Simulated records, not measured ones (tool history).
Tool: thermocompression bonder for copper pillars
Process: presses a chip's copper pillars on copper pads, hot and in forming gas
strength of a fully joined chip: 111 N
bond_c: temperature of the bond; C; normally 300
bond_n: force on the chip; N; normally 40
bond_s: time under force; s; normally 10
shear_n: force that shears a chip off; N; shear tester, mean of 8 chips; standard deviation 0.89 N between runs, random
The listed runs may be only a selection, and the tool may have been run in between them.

| run | hour | bond_c | bond_n | bond_s | shear_n |
|---|---|---|---|---|---|
| 1 | 0.0 | 300 | 40 | 10 | 73.3 |
| 2 | 22.9 | 300 | 40 | 10 | 72.4 |
| 3 | 49.1 | 300 | 40 | 10 | 73.3 |
| 4 | 81.0 | 300 | 40 | 10 | 71.8 |
| 5 | 121.4 | 300 | 40 | 10 | 72.4 |
| 6 | 154.2 | 300 | 40 | 10 | 74.1 |
| 7 | 191.6 | 300 | 40 | 10 | 72.2 |
|  | 205.0 | forming gas filter changed |
| 8 | 226.6 | 300 | 33 | 10 | 65.0 |
| 9 | 256.6 | 300 | 33 | 10 | 63.9 |
| 10 | 304.1 | 300 | 33 | 10 | 63.5 |
| 11 | 330.6 | 300 | 33 | 18 | 75.5 |
| 12 | 355.6 | 300 | 40 | 10 | 73.6 |
| 13 | 378.4 | 300 | 40 | 10 | 71.8 |
| 14 | 402.9 | 300 | 40 | 10 | 72.0 |
|  | 419.5 | forming gas filter changed |
| 15 | 435.3 | 300 | 40 | 12 | 75.2 |
| 16 | 462.9 | 300 | 40 | 12 | 77.0 |
| 17 | 498.3 | 300 | 40 | 10 | 73.8 |
| 18 | 520.0 | 292 | 43 | 10 | 71.7 |
| 19 | 545.3 | 275 | 24 | 17 | 44.7 |
| 20 | 568.6 | 275 | 24 | 17 | 45.0 |
| 21 | 601.9 | 275 | 24 | 17 | 45.8 |
|  | 634.8 | forming gas filter changed |
| 22 | 635.0 | 275 | 24 | 17 | 46.7 |
| 23 | 677.6 | 275 | 24 | 17 | 45.0 |
| 24 | 711.9 | 275 | 24 | 17 | 46.7 |
| 25 | 753.8 | 275 | 24 | 17 | 44.4 |
| 26 | 779.9 | 275 | 34 | 8 | 46.3 |
| 27 | 824.1 | 294 | 44 | 12 | 75.9 |
|  | 849.3 | forming gas filter changed |
| 28 | 860.7 | 299 | 36 | 12 | 70.9 |
| 29 | 885.1 | 299 | 36 | 12 | 70.6 |
| 30 | 924.3 | 319 | 40 | 27 | 99.3 |
| 31 | 949.2 | 309 | 49 | 12 | 90.6 |

The next listed run, before its measurement:
| 32 | 985.7 | 300 | 50 | 10 | ? |

Logged for run 32: shear_n 82.1 N.
The same run, on a tool lacking any hidden state, would have yielded shear_n 82.5 N.

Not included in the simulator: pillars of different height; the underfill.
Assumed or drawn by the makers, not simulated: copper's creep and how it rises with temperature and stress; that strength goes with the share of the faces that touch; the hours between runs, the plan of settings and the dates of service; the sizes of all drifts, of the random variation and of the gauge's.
